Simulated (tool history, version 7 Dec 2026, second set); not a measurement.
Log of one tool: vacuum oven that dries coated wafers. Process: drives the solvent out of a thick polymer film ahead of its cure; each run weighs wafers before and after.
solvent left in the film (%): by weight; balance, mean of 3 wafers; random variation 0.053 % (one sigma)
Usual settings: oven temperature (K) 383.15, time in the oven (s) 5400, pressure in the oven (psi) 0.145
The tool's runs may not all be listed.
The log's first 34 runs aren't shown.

| run | hour | oven temperature (K) | time in the oven (s) | pressure in the oven (psi) | hours of work since the thermocouples were calibrated | hours of work since the vacuum gauge was cleaned of residue | solvent left in the film (%) |
|---|---|---|---|---|---|---|---|
| 35 | 481.8 | 379.15 | 3120 | 0.181 | 355 | 570 | 3.71 |
| 36 | 496.9 | 379.15 | 3120 | 0.145 | 362 | 578 | 3.41 |
| 37 | 505.4 | 394.15 | 5400 | 0.193 | 367 | 582 | 1.35 |
| 38 | 517.2 | 372.15 | 3420 | 0.528 | 373 | 588 | 8.50 |
| 39 | 535.1 | 376.15 | 3960 | 0.232 | 382 | 597 | 4.07 |
| 40 | 554.5 | 383.15 | 5700 | 0.580 | 392 | 607 | 5.66 |
| 41 | 563.4 | 382.15 | 5760 | 0.145 | 397 | 612 | 1.73 |
| 42 | 576.6 | 390.15 | 4320 | 0.189 | 403 | 619 | 1.71 |
| 43 | 585.4 | 372.15 | 7740 | 0.145 | 408 | 623 | 2.57 |
| 44 | 598.4 | 372.15 | 7740 | 0.145 | 415 | 630 | 2.51 |
| 45 | 608.5 | 392.15 | 9360 | 0.083 | 420 | 635 | 0.49 |
| 46 | 627.7 | 388.15 | 7320 | 0.239 | 430 | 645 | 2.03 |
| 47 | 642.5 | 388.15 | 7320 | 0.239 | 437 | 653 | 1.93 |

Forecast each of these 3 alternatives for the next run:
| A | 659.3 | 383.15 | 5400 | 0.186 | 446 | 661 | ? |
| B | 659.3 | 379.15 | 5400 | 0.210 | 446 | 661 | ? |
| C | 659.3 | 383.15 | 6300 | 0.145 | 446 | 661 | ? |

| run | solvent left in the film (%) |
|---|---|
| A | 2.06 |
| B | 2.86 |
| C | 1.59 |
Without the tool's hidden state the same runs would have given:
| run | solvent left in the film (%) |
|---|---|
| A | 2.04 |
| B | 2.85 |
| C | 1.57 |
